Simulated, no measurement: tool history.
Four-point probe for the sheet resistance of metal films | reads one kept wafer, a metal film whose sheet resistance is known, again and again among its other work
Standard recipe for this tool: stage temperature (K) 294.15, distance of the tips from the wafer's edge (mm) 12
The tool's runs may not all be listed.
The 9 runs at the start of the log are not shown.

run	hour	stage temperature (K)	distance of the tips from the wafer's edge (mm)	sheet resistance as the instrument gives it (ohm/square)
10	182.6	292.15	12	16.027957
11	193.8	292.15	12	16.031205
12	217	296.15	12	16.015535
13	235.8	296.15	12	16.01434
# hour 237.9: stage's thermometer calibrated
14	247.2	294.15	12	16.019514
15	272.8	294.15	12	16.03067
16	297.6	294.15	12	16.028413
# hour 320.5: stage's thermometer calibrated, once more
17	322.5	294.15	12	16.023055
18	341.3	294.15	5	16.142118
19	358	294.15	5	16.143053
20	371.3	294.15	5	16.130641
21	389.3	303.15	12	15.976434
22	409.5	303.15	12	15.979143
23	433.4	303.15	12	15.981577
24	454	294.15	4	16.224728
25	476.5	294.15	4	16.218923
26	491.5	294.15	4	16.224452
27	515.9	299.15	7	16.057065
28	537.6	296.15	48	15.997112
29	553.8	296.15	48	16.001627
30	576.5	294.15	48	16.015613
31	594.2	299.15	10	16.021429
32	612.2	304.15	12	15.981329
33	624	304.15	44	15.955499

Run 34, settings as shown, results not yet in. Your forecast:
34	640.7	302.15	28	?

{"run 34": {"sheet resistance as the instrument gives it (ohm/square)": 15.979441}}
Were there no unlogged condition in the tool, this run, its random variation unchanged, would have produced sheet resistance as the instrument gives it (ohm/square) 15.850667.

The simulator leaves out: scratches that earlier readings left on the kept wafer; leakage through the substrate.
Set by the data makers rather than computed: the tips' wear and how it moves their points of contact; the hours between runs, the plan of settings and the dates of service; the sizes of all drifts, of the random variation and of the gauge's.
